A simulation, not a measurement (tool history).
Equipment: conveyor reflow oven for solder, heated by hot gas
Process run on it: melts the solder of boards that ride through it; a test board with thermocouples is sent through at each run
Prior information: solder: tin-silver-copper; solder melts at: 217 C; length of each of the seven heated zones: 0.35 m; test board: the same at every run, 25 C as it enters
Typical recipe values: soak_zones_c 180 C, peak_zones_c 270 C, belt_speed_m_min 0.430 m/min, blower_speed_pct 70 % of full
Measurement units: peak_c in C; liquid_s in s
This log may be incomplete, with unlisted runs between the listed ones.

{"run": 1, "hour": 0.0, "soak_zones_c": 180, "peak_zones_c": 270, "belt_speed_m_min": 0.43, "blower_speed_pct": 70, "peak_c": 257.8, "liquid_s": 82.4}
{"run": 2, "hour": 64.3, "soak_zones_c": 180, "peak_zones_c": 270, "belt_speed_m_min": 0.43, "blower_speed_pct": 70, "peak_c": 257.5, "liquid_s": 82.2}
{"run": 3, "hour": 138.6, "soak_zones_c": 180, "peak_zones_c": 270, "belt_speed_m_min": 0.43, "blower_speed_pct": 70, "peak_c": 257.0, "liquid_s": 80.8}
{"run": 4, "hour": 214.7, "soak_zones_c": 174, "peak_zones_c": 270, "belt_speed_m_min": 0.43, "blower_speed_pct": 70, "peak_c": 256.4, "liquid_s": 78.6}
{"run": 5, "hour": 294.1, "soak_zones_c": 174, "peak_zones_c": 270, "belt_speed_m_min": 0.43, "blower_speed_pct": 70, "peak_c": 256.1, "liquid_s": 77.8}
{"run": 6, "hour": 378.7, "soak_zones_c": 174, "peak_zones_c": 270, "belt_speed_m_min": 0.407, "blower_speed_pct": 70, "peak_c": 257.2, "liquid_s": 83.9}
{"run": 7, "hour": 453.2, "soak_zones_c": 174, "peak_zones_c": 270, "belt_speed_m_min": 0.407, "blower_speed_pct": 70, "peak_c": 256.5, "liquid_s": 83.7}
{"run": 8, "hour": 496.3, "soak_zones_c": 174, "peak_zones_c": 270, "belt_speed_m_min": 0.407, "blower_speed_pct": 70, "peak_c": 257.4, "liquid_s": 83.8}
{"run": 9, "hour": 537.4, "soak_zones_c": 172, "peak_zones_c": 270, "belt_speed_m_min": 0.43, "blower_speed_pct": 70, "peak_c": 254.3, "liquid_s": 75.9}
{"run": 10, "hour": 586.3, "soak_zones_c": 180, "peak_zones_c": 270, "belt_speed_m_min": 0.43, "blower_speed_pct": 70, "peak_c": 255.9, "liquid_s": 81.8}
{"hour": 608.2, "done": "flux residue cleaned out of gas plates and filters"}
{"hour": 610.2, "done": "thermocouples of zones 6 and 7 changed"}
{"run": 11, "hour": 654.2, "soak_zones_c": 180, "peak_zones_c": 270, "belt_speed_m_min": 0.43, "blower_speed_pct": 70, "peak_c": 256.7, "liquid_s": 83.1}
{"run": 12, "hour": 738.5, "soak_zones_c": 180, "peak_zones_c": 270, "belt_speed_m_min": 0.43, "blower_speed_pct": 70, "peak_c": 256.7, "liquid_s": 82.6}
{"run": 13, "hour": 818.7, "soak_zones_c": 180, "peak_zones_c": 270, "belt_speed_m_min": 0.43, "blower_speed_pct": 70, "peak_c": 256.9, "liquid_s": 82.0}
{"run": 14, "hour": 854.9, "soak_zones_c": 180, "peak_zones_c": 270, "belt_speed_m_min": 0.43, "blower_speed_pct": 70, "peak_c": 256.9, "liquid_s": 81.6}
{"run": 15, "hour": 939.2, "soak_zones_c": 180, "peak_zones_c": 270, "belt_speed_m_min": 0.43, "blower_speed_pct": 70, "peak_c": 256.0, "liquid_s": 81.2}
{"run": 16, "hour": 1015.9, "soak_zones_c": 185, "peak_zones_c": 269, "belt_speed_m_min": 0.439, "blower_speed_pct": 50, "peak_c": 250.9, "liquid_s": 76.5}
{"run": 17, "hour": 1087.9, "soak_zones_c": 185, "peak_zones_c": 279, "belt_speed_m_min": 0.452, "blower_speed_pct": 66, "peak_c": 261.6, "liquid_s": 83.9}
{"run": 18, "hour": 1170.9, "soak_zones_c": 179, "peak_zones_c": 270, "belt_speed_m_min": 0.399, "blower_speed_pct": 67, "peak_c": 257.0, "liquid_s": 89.2}
{"hour": 1226.1, "done": "flux residue cleaned out of gas plates and filters"}
{"run": 19, "hour": 1230.7, "soak_zones_c": 180, "peak_zones_c": 277, "belt_speed_m_min": 0.43, "blower_speed_pct": 70, "peak_c": 264.4, "liquid_s": 89.0}
{"run": 20, "hour": 1271.7, "soak_zones_c": 180, "peak_zones_c": 277, "belt_speed_m_min": 0.43, "blower_speed_pct": 70, "peak_c": 264.1, "liquid_s": 88.1}
{"hour": 1284.5, "done": "belt drive overhauled, speed set with a stopwatch"}
{"run": 21, "hour": 1311.6, "soak_zones_c": 180, "peak_zones_c": 277, "belt_speed_m_min": 0.43, "blower_speed_pct": 70, "peak_c": 263.6, "liquid_s": 85.4}
{"run": 22, "hour": 1396.1, "soak_zones_c": 176, "peak_zones_c": 258, "belt_speed_m_min": 0.511, "blower_speed_pct": 86, "peak_c": 242.9, "liquid_s": 54.1}
{"hour": 1432.1, "done": "thermocouples of zones 6 and 7 changed"}
{"run": 23, "hour": 1456.8, "soak_zones_c": 179, "peak_zones_c": 270, "belt_speed_m_min": 0.43, "blower_speed_pct": 72, "peak_c": 255.8, "liquid_s": 79.3}
{"run": 24, "hour": 1496.5, "soak_zones_c": 179, "peak_zones_c": 270, "belt_speed_m_min": 0.43, "blower_speed_pct": 72, "peak_c": 256.2, "liquid_s": 79.1}
{"run": 25, "hour": 1574.0, "soak_zones_c": 179, "peak_zones_c": 267, "belt_speed_m_min": 0.43, "blower_speed_pct": 58, "peak_c": 249.4, "liquid_s": 73.5}
{"run": 26, "hour": 1639.4, "soak_zones_c": 179, "peak_zones_c": 267, "belt_speed_m_min": 0.43, "blower_speed_pct": 58, "peak_c": 249.9, "liquid_s": 73.6}
{"run": 27, "hour": 1714.7, "soak_zones_c": 179, "peak_zones_c": 278, "belt_speed_m_min": 0.358, "blower_speed_pct": 58, "peak_c": 265.6, "liquid_s": 104.7}

Run 28, settings as shown, results not yet in. Your forecast:
{"run": 28, "hour": 1780.1, "soak_zones_c": 179, "peak_zones_c": 278, "belt_speed_m_min": 0.358, "blower_speed_pct": 58, "peak_c": "?", "liquid_s": "?"}

{"run 28": {"peak_c": 266.2, "liquid_s": 104.2}}
If the tool had no hidden condition, the same run with the same run-to-run variation would have returned peak_c 267.8 C, liquid_s 104.9 s.
